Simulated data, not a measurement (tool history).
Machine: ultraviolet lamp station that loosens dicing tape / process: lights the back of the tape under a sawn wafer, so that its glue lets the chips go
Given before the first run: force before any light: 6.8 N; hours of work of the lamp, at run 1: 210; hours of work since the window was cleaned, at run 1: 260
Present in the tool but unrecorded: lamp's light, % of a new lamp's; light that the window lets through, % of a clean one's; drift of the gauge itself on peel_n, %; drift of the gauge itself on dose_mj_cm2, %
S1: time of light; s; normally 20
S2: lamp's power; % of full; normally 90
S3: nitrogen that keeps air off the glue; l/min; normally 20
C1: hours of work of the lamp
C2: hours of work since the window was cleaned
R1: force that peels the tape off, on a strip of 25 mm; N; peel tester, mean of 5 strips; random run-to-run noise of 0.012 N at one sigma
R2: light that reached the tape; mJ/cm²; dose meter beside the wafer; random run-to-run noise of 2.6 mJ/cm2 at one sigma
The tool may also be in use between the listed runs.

run,hour,S1,S2,S3,C1,C2,R1,R2
1,0.0,20,90,20,210,260,0.551,345
2,10.7,20,90,20,215,266,0.533,347
3,16.7,20,90,20,218,269,0.542,343
4,23.8,20,90,20,222,272,0.555,347
# hour 33.1: window cleaned of glue's vapour
5,38.6,20,91,20,229,3,0.533,346
6,51.2,20,91,20,235,9,0.517,350
7,61.6,20,91,20,241,14,0.499,342
8,68.7,20,90,20,244,18,0.545,343
9,77.0,20,90,20,248,22,0.528,346
10,90.2,20,90,20,255,29,0.531,342
11,98.6,20,90,9,259,33,0.988,347
12,108.5,20,79,20,264,38,0.667,303
13,118.5,23,90,20,269,43,0.409,399
14,128.9,23,86,20,275,48,0.454,378
15,136.2,23,86,20,278,52,0.443,380
16,149.8,23,86,20,285,59,0.441,380
17,163.1,23,86,20,292,65,0.469,383
18,173.8,23,86,20,297,71,0.447,379
19,180.0,23,86,20,300,74,0.430,384
20,189.6,23,86,20,305,79,0.455,379
21,198.1,23,86,20,309,83,0.459,380
22,207.9,23,86,20,314,88,0.437,379
23,222.2,23,86,20,321,95,0.444,384
24,236.2,12,64,6,328,102,3.177,147
25,248.9,13,68,6,335,108,2.958,167
26,258.3,11,88,7,340,113,2.635,187
27,269.9,24,88,16,345,119,0.432,403
28,276.9,27,71,20,349,123,0.456,366
29,284.9,20,63,17,353,127,1.151,243
30,299.0,20,98,17,360,134,0.497,374
31,308.1,20,98,17,365,138,0.498,374
32,322.5,19,98,8,372,145,0.987,356
33,334.8,13,98,27,378,152,0.850,242
34,348.4,24,98,27,385,158,0.281,453
35,359.1,20,72,34,390,164,0.564,272
36,371.3,37,72,34,396,170,0.236,510
37,380.0,37,72,34,401,174,0.231,511
38,390.8,16,72,6,406,180,2.203,222
39,403.1,16,74,16,412,186,1.291,229
40,412.4,16,74,16,417,191,1.294,225
41,425.1,16,92,32,423,197,0.583,282
42,431.6,14,74,13,427,200,1.833,197
43,439.9,16,90,38,431,204,0.554,273

Hidden state at the last listed run before each entry between runs and at the first one after, where it differs:
After run 4, before run 5: window cleaned of glue's vapour (hour 33.1)
  light that the window lets through, % of a clean one's: 99.9 -> 100

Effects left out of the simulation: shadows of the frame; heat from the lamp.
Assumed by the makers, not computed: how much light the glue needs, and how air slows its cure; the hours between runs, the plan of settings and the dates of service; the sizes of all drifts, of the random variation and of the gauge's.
